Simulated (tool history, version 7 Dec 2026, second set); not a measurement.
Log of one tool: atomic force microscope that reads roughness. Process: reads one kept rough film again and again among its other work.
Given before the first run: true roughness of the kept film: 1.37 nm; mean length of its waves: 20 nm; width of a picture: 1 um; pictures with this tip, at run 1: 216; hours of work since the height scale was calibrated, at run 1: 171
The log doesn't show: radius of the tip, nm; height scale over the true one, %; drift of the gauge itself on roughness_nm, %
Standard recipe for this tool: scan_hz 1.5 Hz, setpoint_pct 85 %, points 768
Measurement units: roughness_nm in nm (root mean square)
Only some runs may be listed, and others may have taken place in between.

run,hour,scan_hz,setpoint_pct,points,pictures with this tip,hours of work since the height scale was calibrated,roughness_nm
1,0,1.5,85,768,216,171,1.003
2,8.8,1.5,85,768,228,175,1.006
3,24.5,1.5,85,768,248,183,0.996
# hour 32.3: new tip fitted
4,38.4,1.5,85,849,8,189,1.07
5,53,1.5,85,849,28,196,1.05
6,65.6,1.41,85,774,44,202,1.059
7,78,0.93,82,768,61,208,1.131
8,85,0.93,82,768,70,211,1.122
9,95.8,0.84,58,545,84,216,1.188
10,105.2,0.84,72,876,97,221,1.163

Forecast each of these 5 alternatives for the next run:
A,114.4,1.35,63,489,109,225,?
B,114.4,3.19,72,876,109,225,?
C,114.4,1.5,79,768,109,225,?
D,114.4,0.82,62,496,109,225,?
E,114.4,1.89,72,876,109,225,?

run,roughness_nm
A,1.153
B,1.02
C,1.077
D,1.177
E,1.093
Stripped of hidden state, with their random variation kept, the same runs would have yielded:
run,roughness_nm
A,1.209
B,1.069
C,1.129
D,1.234
E,1.145

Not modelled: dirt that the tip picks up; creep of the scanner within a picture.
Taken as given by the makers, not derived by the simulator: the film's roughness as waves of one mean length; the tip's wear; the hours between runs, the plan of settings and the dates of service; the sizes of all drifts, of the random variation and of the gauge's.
